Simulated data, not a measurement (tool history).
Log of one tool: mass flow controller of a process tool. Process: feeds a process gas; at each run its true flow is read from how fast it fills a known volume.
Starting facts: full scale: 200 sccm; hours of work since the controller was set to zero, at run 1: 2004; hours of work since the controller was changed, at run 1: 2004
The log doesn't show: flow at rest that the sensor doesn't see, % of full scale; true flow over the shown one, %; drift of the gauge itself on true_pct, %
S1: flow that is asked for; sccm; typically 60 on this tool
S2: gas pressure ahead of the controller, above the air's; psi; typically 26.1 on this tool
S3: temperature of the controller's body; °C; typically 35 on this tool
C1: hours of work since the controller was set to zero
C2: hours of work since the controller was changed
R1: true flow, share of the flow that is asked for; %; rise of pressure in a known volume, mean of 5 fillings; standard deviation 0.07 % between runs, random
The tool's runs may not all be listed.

run    hour   S1    S2  S3    C1    C2     R1
  1       0   60  26.1  35  2004  2004   98.6
  2   133.9   60  26.1  35  2066  2066  98.58
  3   309.8  162  26.1  35  2147  2147  99.56
  4   475.8   60  32.6  35  2224  2224  98.53
  5   577.9   34  26.1  35  2272  2272  98.43
  6   699.3   60  26.1  38  2328  2328  98.56
  7   857.3   60  26.1  38  2401  2401  98.64
  8   957.6   60  26.1  38  2448  2448  98.58
  9  1099.9   60  26.1  38  2514  2514   98.6
 10    1257  164  26.1  35  2587  2587  99.54
 11    1436   60  37.1  35  2670  2670  98.44
 12  1571.6   60  25.2  35  2733  2733  98.75
 13  1729.9   60  25.2  35  2806  2806  98.65
 14  1904.6   60  25.2  35  2887  2887  98.76
 15  1990.2   60  25.2  35  2927  2927  98.64
 16  2165.1   60  25.2  35  3008  3008  98.77
 17  2254.5   60  25.2  35  3050  3050  98.65
 18  2433.1   60  26.1  35  3132  3132  98.68
 19  2599.7   60  26.1  35  3210  3210  98.74
 20  2780.4   60  26.1  35  3294  3294  98.73
 21  2916.8   60  26.1  35  3357  3357  98.65
 22  3021.8   37  26.1  35  3406  3406  98.39
 23  3099.5  168  28.7  24  3442  3442  99.75
 24  3209.8   60  26.1  25  3493  3493  98.96
 25  3396.8   30  33.1  34  3579  3579  98.21
 26  3537.9   30  33.1  34  3645  3645  98.31
 27  3633.2  100  24.9  30  3689  3689  99.13
 28    3775   60  32.6  36  3755  3755  98.42
 29  3883.6   60  36.8  27  3805  3805  98.48
 30  3994.6   22    27  27  3857  3857  98.47
 31  4143.7   22    27  27  3926  3926  98.39
 32  4290.9   60  21.3  26  3994  3994  98.98
 33  4417.1   68    21  35  4053  4053  98.87
 34  4582.8   68    21  35  4130  4130  98.88
 35  4770.5  155  26.1  21  4217  4217  99.83
 36  4849.5   45  29.3  27  4253  4253  98.67
 37  5005.4   45  29.3  27  4326  4326  98.64
 38  5182.1  112  23.5  27  4408  4408  99.36

Predict the results of run 39:
 39  5337.6  112  23.5  27  4480  4480   ?

Run 39 measured R1 99.43 %.
Had the tool carried no hidden state, the very same run would have given R1 99.43 %.
